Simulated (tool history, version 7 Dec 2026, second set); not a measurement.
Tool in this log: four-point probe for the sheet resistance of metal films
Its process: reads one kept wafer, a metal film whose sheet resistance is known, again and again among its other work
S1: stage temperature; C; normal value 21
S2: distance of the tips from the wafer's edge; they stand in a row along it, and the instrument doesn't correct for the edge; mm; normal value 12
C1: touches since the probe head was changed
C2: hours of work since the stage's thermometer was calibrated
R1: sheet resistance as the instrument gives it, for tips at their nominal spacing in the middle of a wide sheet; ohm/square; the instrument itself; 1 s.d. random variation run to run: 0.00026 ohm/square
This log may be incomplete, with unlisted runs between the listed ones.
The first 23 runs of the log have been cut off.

run	hour	S1	S2	C1	C2	R1
24	334.7	30	12	14516	738	1.315274
25	347.6	20	68	14846	746	1.307813
26	363.4	22	19	15247	755	1.309871
27	383.0	26	4	15745	767	1.328502
28	397.4	26	4	16110	776	1.328433
29	409.0	26	4	16405	783	1.328712
30	424.0	26	4	16787	792	1.328265
31	438.0	21	21	17141	800	1.309505
32	452.2	19	12	17502	808	1.309171
33	461.1	33	14	17730	814	1.315374
34	478.9	20	25	18182	824	1.308586
35	490.5	20	25	18477	831	1.308066
36	510.9	23	4	18995	843	1.327016
37	529.0	18	4	19456	854	1.324057
38	549.1	29	10	19967	866	1.314882
39	557.5	29	10	20180	871	1.314927
40	573.5	23	8	20586	881	1.313483
41	592.1	25	28	21059	892	1.310673
42	602.0	25	28	21310	898	1.310058
43	611.8	25	28	21559	904	1.310723
44	625.5	30	3	21908	912	1.343073

Predict each of these 5 candidate next runs independently; none follows another, all start after run 44:
A	642.0	22	32	22328	922	?
B	642.0	25	7	22328	922	?
C	642.0	24	12	22328	922	?
D	642.0	19	5	22328	922	?
E	642.0	21	17	22328	922	?

run	R1
A	1.308431
B	1.315647
C	1.311487
D	1.318281
E	1.309001
The same runs, with their run-to-run variation unchanged, on a tool lacking any hidden condition would have given:
run	R1
A	1.310669
B	1.317888
C	1.313724
D	1.320545
E	1.311243
